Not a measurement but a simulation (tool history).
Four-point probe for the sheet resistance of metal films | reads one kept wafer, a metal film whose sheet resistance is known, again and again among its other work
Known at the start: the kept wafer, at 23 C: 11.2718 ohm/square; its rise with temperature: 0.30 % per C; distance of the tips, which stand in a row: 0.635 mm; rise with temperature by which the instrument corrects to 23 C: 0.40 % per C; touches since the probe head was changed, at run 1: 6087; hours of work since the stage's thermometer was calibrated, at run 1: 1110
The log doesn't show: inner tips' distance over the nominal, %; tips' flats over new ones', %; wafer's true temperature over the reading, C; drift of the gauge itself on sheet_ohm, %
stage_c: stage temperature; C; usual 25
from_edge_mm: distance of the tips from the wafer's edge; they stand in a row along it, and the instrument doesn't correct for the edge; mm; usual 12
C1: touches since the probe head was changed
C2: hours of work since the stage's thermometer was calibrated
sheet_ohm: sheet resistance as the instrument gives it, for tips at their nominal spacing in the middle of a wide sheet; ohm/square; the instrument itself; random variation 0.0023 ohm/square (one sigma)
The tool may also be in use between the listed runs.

run 1 hour=0 | stage_c=25 from_edge_mm=12 | C1=6087 C2=1110 | sheet_ohm=11.267287
run 2 hour=84 | stage_c=25 from_edge_mm=12 | C1=8529 C2=1174 | sheet_ohm=11.266113
run 3 hour=174.3 | stage_c=25 from_edge_mm=12 | C1=11159 C2=1243 | sheet_ohm=11.266407
run 4 hour=279.4 | stage_c=25 from_edge_mm=12 | C1=14214 C2=1323 | sheet_ohm=11.265276
run 5 hour=374.9 | stage_c=25 from_edge_mm=12 | C1=16992 C2=1395 | sheet_ohm=11.26607
run 6 hour=479.2 | stage_c=25 from_edge_mm=23 | C1=20027 C2=1474 | sheet_ohm=11.252936
run 7 hour=529.6 | stage_c=25 from_edge_mm=23 | C1=21495 C2=1513 | sheet_ohm=11.259933
run 8 hour=593.7 | stage_c=25 from_edge_mm=23 | C1=23358 C2=1561 | sheet_ohm=11.251578
-- hour=643.4 stage's thermometer calibrated
run 9 hour=702.4 | stage_c=25 from_edge_mm=23 | C1=26507 C2=45 | sheet_ohm=11.249997
run 10 hour=780.2 | stage_c=23 from_edge_mm=12 | C1=28770 C2=104 | sheet_ohm=11.289453
run 11 hour=871.5 | stage_c=23 from_edge_mm=12 | C1=31425 C2=173 | sheet_ohm=11.28746
run 12 hour=936 | stage_c=26 from_edge_mm=4 | C1=33300 C2=222 | sheet_ohm=11.391312
run 13 hour=1043.1 | stage_c=18 from_edge_mm=4 | C1=36416 C2=303 | sheet_ohm=11.479594
run 14 hour=1116.9 | stage_c=20 from_edge_mm=55 | C1=38564 C2=359 | sheet_ohm=11.307418
run 15 hour=1197.2 | stage_c=26 from_edge_mm=15 | C1=40901 C2=420 | sheet_ohm=11.246877
run 16 hour=1306.5 | stage_c=19 from_edge_mm=12 | C1=44080 C2=503 | sheet_ohm=11.333409
run 17 hour=1385.1 | stage_c=30 from_edge_mm=6 | C1=46365 C2=563 | sheet_ohm=11.264513
run 18 hour=1443.9 | stage_c=25 from_edge_mm=9 | C1=48075 C2=608 | sheet_ohm=11.276462
run 19 hour=1537.5 | stage_c=26 from_edge_mm=7 | C1=50798 C2=679 | sheet_ohm=11.289045
run 20 hour=1584.6 | stage_c=33 from_edge_mm=12 | C1=52169 C2=715 | sheet_ohm=11.180926

Forecast run 21:
run 21 hour=1641.5 | stage_c=33 from_edge_mm=12 | C1=53825 C2=758 | sheet_ohm=?

Run 21 gave sheet_ohm 11.184503 ohm/square.
Without the tool's hidden state the same run would have given sheet_ohm 11.185639 ohm/square.

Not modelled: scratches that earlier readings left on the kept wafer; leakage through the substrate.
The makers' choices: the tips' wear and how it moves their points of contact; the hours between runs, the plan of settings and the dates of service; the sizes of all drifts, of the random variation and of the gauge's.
